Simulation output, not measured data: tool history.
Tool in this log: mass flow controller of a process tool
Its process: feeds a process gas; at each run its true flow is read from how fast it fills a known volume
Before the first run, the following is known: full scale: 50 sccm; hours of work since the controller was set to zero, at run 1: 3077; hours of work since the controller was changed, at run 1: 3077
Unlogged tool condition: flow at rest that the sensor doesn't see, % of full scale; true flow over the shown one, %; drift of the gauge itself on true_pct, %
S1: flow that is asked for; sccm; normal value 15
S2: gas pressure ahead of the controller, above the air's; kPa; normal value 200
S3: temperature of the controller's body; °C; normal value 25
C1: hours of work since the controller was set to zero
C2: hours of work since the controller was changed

run 1 hour=0.0 | S1=15 S2=200 S3=25 | C1=3077 C2=3077 | true_flow_(%)=99.14
run 2 hour=117.0 | S1=15 S2=145 S3=25 | C1=3155 C2=3155 | true_flow_(%)=99.40
run 3 hour=220.0 | S1=15 S2=200 S3=25 | C1=3223 C2=3223 | true_flow_(%)=99.28
run 4 hour=335.9 | S1=15 S2=235 S3=25 | C1=3300 C2=3300 | true_flow_(%)=99.22
run 5 hour=484.1 | S1=15 S2=235 S3=25 | C1=3398 C2=3398 | true_flow_(%)=99.25
run 6 hour=610.3 | S1=15 S2=163 S3=25 | C1=3482 C2=3482 | true_flow_(%)=99.51
run 7 hour=755.2 | S1=11 S2=226 S3=25 | C1=3577 C2=3577 | true_flow_(%)=99.37
run 8 hour=861.7 | S1=11 S2=226 S3=25 | C1=3648 C2=3648 | true_flow_(%)=99.44
run 9 hour=1008.9 | S1=34 S2=226 S3=28 | C1=3745 C2=3745 | true_flow_(%)=99.76
run 10 hour=1096.7 | S1=15 S2=250 S3=23 | C1=3803 C2=3803 | true_flow_(%)=99.74
run 11 hour=1181.1 | S1=9 S2=173 S3=25 | C1=3859 C2=3859 | true_flow_(%)=99.72

Consider 5 possible next runs. They are alternatives, not a sequence: every one starts from the tool as it was left by run 11. What does each give?
run A hour=1303.6 | S1=12 S2=173 S3=30 | C1=3940 C2=3940 | true_flow_(%)=?
run B hour=1303.6 | S1=18 S2=200 S3=25 | C1=3940 C2=3940 | true_flow_(%)=?
run C hour=1303.6 | S1=6 S2=209 S3=38 | C1=3940 C2=3940 | true_flow_(%)=?
run D hour=1303.6 | S1=9 S2=173 S3=21 | C1=3940 C2=3940 | true_flow_(%)=?
run E hour=1303.6 | S1=15 S2=200 S3=33 | C1=3940 C2=3940 | true_flow_(%)=?

run=A true_flow_(%)=99.28
run=B true_flow_(%)=99.93
run=C true_flow_(%)=98.10
run=D true_flow_(%)=100.21
run=E true_flow_(%)=98.87
Stripped of hidden state, with their random variation kept, the same runs would have yielded:
run=A true_flow_(%)=98.66
run=B true_flow_(%)=99.30
run=C true_flow_(%)=97.48
run=D true_flow_(%)=99.58
run=E true_flow_(%)=98.25
